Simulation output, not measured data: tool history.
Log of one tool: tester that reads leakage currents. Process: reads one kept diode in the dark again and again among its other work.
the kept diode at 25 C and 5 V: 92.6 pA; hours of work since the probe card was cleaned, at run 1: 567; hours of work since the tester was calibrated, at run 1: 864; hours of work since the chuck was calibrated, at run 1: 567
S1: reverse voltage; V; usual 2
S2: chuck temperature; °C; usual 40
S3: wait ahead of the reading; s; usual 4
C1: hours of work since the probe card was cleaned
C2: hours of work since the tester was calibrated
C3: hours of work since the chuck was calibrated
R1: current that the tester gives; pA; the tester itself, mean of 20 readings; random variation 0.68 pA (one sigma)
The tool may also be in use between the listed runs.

Run 1, hour 0: usual settings; C1 567; C2 864; C3 567. Result: R1 227.43 pA.
Run 2, hour 51.5: usual settings; C1 607; C2 904; C3 607. Result: R1 227.89 pA.
Run 3, hour 117.8: usual settings but S3 5.6 s; C1 659; C2 956; C3 659. Result: R1 227.37 pA.
At hour 147: chuck's temperature calibrated.
Run 4, hour 179.2: usual settings; C1 706; C2 1002; C3 25. Result: R1 226.91 pA.
Run 5, hour 235.9: usual settings but S3 0.75 s; C1 750; C2 1047; C3 70. Result: R1 228.07 pA.
Run 6, hour 294.4: usual settings but S1 1.03 V, S3 0.75 s; C1 796; C2 1092; C3 115. Result: R1 170.94 pA.
Run 7, hour 334.1: usual settings but S1 5.84 V, S2 45 °C, S3 1.67 s; C1 827; C2 1123; C3 146. Result: R1 544.05 pA.
Run 8, hour 376.1: usual settings but S1 5.84 V, S2 45 °C, S3 1.67 s; C1 860; C2 1156; C3 179. Result: R1 544.82 pA.

Forecast run 9:
Run 9, hour 420: usual settings but S1 4.12 V, S2 31 °C, S3 1.67 s; C1 894; C2 1191; C3 214. Result: R1 ?.

Run 9 gave R1 145.2 pA.
Without the tool's hidden state the same run would have given R1 145.19 pA.

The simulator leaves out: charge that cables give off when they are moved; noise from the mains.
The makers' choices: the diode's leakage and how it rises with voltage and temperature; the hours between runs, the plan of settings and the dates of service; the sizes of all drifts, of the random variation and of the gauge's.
